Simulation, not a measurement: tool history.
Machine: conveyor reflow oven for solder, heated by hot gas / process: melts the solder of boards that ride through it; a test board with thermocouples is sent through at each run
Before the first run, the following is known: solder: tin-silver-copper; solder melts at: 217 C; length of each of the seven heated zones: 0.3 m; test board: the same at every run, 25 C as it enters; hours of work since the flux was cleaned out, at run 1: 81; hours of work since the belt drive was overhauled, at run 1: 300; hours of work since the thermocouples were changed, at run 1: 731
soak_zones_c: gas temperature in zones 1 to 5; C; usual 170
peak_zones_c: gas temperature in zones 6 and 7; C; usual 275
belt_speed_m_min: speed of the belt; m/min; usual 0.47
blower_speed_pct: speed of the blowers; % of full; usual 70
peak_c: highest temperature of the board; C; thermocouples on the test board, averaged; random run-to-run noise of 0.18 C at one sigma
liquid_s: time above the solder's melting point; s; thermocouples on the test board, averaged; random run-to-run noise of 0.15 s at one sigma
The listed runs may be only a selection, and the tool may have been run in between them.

run,hour,soak_zones_c,peak_zones_c,belt_speed_m_min,blower_speed_pct,hours of work since the flux was cleaned out,hours of work since the belt drive was overhauled,hours of work since the thermocouples were changed,peak_c,liquid_s
1,0,170,275,0.47,70,81,300,731,257.4,59
2,15.3,166,275,0.47,70,91,310,741,256.6,57.2
3,28.9,166,275,0.47,70,99,318,750,256.7,57.5
4,36.4,166,275,0.47,70,104,323,755,256.6,57.3
5,51.6,170,275,0.47,85,114,333,764,259.8,61
6,63.3,170,275,0.47,70,121,341,772,257.6,58.8
7,75,170,275,0.47,70,129,348,779,257.4,59.1
8,89.9,170,275,0.47,70,139,358,789,257.2,58.7
9,106.5,170,275,0.47,70,149,368,800,257.2,58.8
10,119.8,170,275,0.47,70,158,377,808,256.8,59
11,127.9,170,275,0.47,52,163,382,814,252.9,55.1
# hour 135.9: flux residue cleaned out of gas plates and filters
12,146.7,170,275,0.47,87,7,391,823,260.2,61.4
13,155.8,170,275,0.47,87,13,397,828,260.2,61.5
14,164.3,170,275,0.47,87,18,403,834,260.3,61.2
15,175.3,170,275,0.55,55,25,410,841,247,41.9
16,189.3,170,275,0.55,55,35,419,850,246.8,41.6
17,207.1,170,285,0.395,79,46,430,862,273.3,80.6
18,216.1,170,286,0.47,63,52,436,867,265.2,63.4
19,228.6,170,288,0.47,66,60,444,875,267.5,64.8
20,242.8,170,279,0.459,70,69,453,885,261.5,63.4
21,257.5,174,284,0.457,52,78,463,894,262.1,64.5
22,267.1,167,284,0.493,52,85,469,900,257.2,54.1

Hidden condition of the tool, last listed run before each entry between runs versus first listed run after:
Logged between run 11 and run 12: flux residue cleaned out of gas plates and filters (hour 135.9)
  heat that the gas passes to the board, % of a clean oven's: 99.9 -> 100

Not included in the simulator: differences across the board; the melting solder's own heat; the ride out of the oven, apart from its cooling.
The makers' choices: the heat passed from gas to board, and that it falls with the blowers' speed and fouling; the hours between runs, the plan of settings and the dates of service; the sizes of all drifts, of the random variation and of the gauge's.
